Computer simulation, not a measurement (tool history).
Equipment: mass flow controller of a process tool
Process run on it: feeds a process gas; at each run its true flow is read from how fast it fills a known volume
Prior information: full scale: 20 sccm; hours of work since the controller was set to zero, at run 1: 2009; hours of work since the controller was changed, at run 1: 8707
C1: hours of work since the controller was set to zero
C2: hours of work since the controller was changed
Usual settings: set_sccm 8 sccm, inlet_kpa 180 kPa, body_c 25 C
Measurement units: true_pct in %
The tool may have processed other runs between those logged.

{"run": 1, "hour": 0.0, "set_sccm": 8, "inlet_kpa": 180, "body_c": 25, "C1": 2009, "C2": 8707, "true_pct": 102.44}
{"run": 2, "hour": 258.8, "set_sccm": 8, "inlet_kpa": 180, "body_c": 25, "C1": 2205, "C2": 8903, "true_pct": 102.43}
{"run": 3, "hour": 778.1, "set_sccm": 8, "inlet_kpa": 180, "body_c": 25, "C1": 2599, "C2": 9297, "true_pct": 102.35}
{"run": 4, "hour": 1049.4, "set_sccm": 8, "inlet_kpa": 180, "body_c": 25, "C1": 2805, "C2": 9502, "true_pct": 102.48}
{"hour": 1282.6, "done": "controller exchanged for a calibrated one"}
{"run": 5, "hour": 1597.8, "set_sccm": 8, "inlet_kpa": 180, "body_c": 25, "C1": 239, "C2": 239, "true_pct": 99.2}
{"run": 6, "hour": 2049.5, "set_sccm": 8, "inlet_kpa": 180, "body_c": 25, "C1": 582, "C2": 582, "true_pct": 99.35}
{"run": 7, "hour": 2574.0, "set_sccm": 8, "inlet_kpa": 180, "body_c": 25, "C1": 979, "C2": 979, "true_pct": 99.37}
{"run": 8, "hour": 3059.7, "set_sccm": 9, "inlet_kpa": 180, "body_c": 25, "C1": 1348, "C2": 1348, "true_pct": 99.38}
{"run": 9, "hour": 3331.8, "set_sccm": 9, "inlet_kpa": 180, "body_c": 25, "C1": 1554, "C2": 1554, "true_pct": 99.55}
{"run": 10, "hour": 3692.8, "set_sccm": 9, "inlet_kpa": 180, "body_c": 25, "C1": 1828, "C2": 1828, "true_pct": 99.59}
{"run": 11, "hour": 4246.8, "set_sccm": 8, "inlet_kpa": 189, "body_c": 38, "C1": 2248, "C2": 2248, "true_pct": 100.12}
{"run": 12, "hour": 4762.3, "set_sccm": 8, "inlet_kpa": 189, "body_c": 38, "C1": 2639, "C2": 2639, "true_pct": 100.04}
{"run": 13, "hour": 5205.4, "set_sccm": 8, "inlet_kpa": 189, "body_c": 38, "C1": 2975, "C2": 2975, "true_pct": 100.16}
{"run": 14, "hour": 5571.1, "set_sccm": 8, "inlet_kpa": 161, "body_c": 31, "C1": 3252, "C2": 3252, "true_pct": 99.85}
{"run": 15, "hour": 5977.0, "set_sccm": 4, "inlet_kpa": 241, "body_c": 35, "C1": 3560, "C2": 3560, "true_pct": 99.02}

Forecast each of these 5 alternatives for the next run:
{"run": "A", "hour": 6380.7, "set_sccm": 4, "inlet_kpa": 211, "body_c": 35, "C1": 3866, "C2": 3866, "true_pct": "?"}
{"run": "B", "hour": 6380.7, "set_sccm": 4, "inlet_kpa": 241, "body_c": 38, "C1": 3866, "C2": 3866, "true_pct": "?"}
{"run": "C", "hour": 6380.7, "set_sccm": 18, "inlet_kpa": 180, "body_c": 25, "C1": 3866, "C2": 3866, "true_pct": "?"}
{"run": "D", "hour": 6380.7, "set_sccm": 5, "inlet_kpa": 167, "body_c": 35, "C1": 3866, "C2": 3866, "true_pct": "?"}
{"run": "E", "hour": 6380.7, "set_sccm": 4, "inlet_kpa": 198, "body_c": 35, "C1": 3866, "C2": 3866, "true_pct": "?"}

run=A true_pct=99.01
run=B true_pct=99.12
run=C true_pct=101.11
run=D true_pct=99.4
run=E true_pct=98.99
What these runs would have given with no unlogged condition in the tool:
run=A true_pct=99.26
run=B true_pct=99.37
run=C true_pct=99.89
run=D true_pct=99.27
run=E true_pct=99.23
